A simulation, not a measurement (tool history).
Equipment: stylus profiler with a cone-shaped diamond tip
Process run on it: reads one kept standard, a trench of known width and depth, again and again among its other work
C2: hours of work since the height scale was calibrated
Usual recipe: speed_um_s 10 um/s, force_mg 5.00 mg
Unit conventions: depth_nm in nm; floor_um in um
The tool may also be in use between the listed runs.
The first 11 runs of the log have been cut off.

run 12 hour=271.2 | speed_um_s=10 force_mg=10.36 | scans_with_this_tip=6435 C2=694 | depth_nm=103.43 floor_um=28.41
run 13 hour=286.9 | speed_um_s=8 force_mg=10.36 | scans_with_this_tip=6535 C2=705 | depth_nm=103.38 floor_um=28.41
run 14 hour=308.8 | speed_um_s=8 force_mg=10.36 | scans_with_this_tip=6674 C2=720 | depth_nm=103.36 floor_um=28.40
run 15 hour=326.2 | speed_um_s=8 force_mg=10.36 | scans_with_this_tip=6784 C2=731 | depth_nm=103.67 floor_um=28.41
run 16 hour=340.1 | speed_um_s=12 force_mg=5.07 | scans_with_this_tip=6873 C2=741 | depth_nm=102.45 floor_um=28.42
run 17 hour=369.7 | speed_um_s=12 force_mg=5.07 | scans_with_this_tip=7060 C2=761 | depth_nm=102.52 floor_um=28.36
run 18 hour=384.7 | speed_um_s=12 force_mg=5.07 | scans_with_this_tip=7155 C2=771 | depth_nm=102.30 floor_um=28.32
run 19 hour=414.8 | speed_um_s=12 force_mg=5.07 | scans_with_this_tip=7346 C2=792 | depth_nm=102.36 floor_um=28.38

Run 20 has not been measured yet. What should we expect?
run 20 hour=445.1 | speed_um_s=5 force_mg=5.35 | scans_with_this_tip=7538 C2=813 | depth_nm=? floor_um=?

{"run 20": {"depth_nm": 102.24, "floor_um": 28.4}}
The same run, on a tool lacking any hidden state, would have yielded depth_nm 101.82 nm, floor_um 28.79 um.
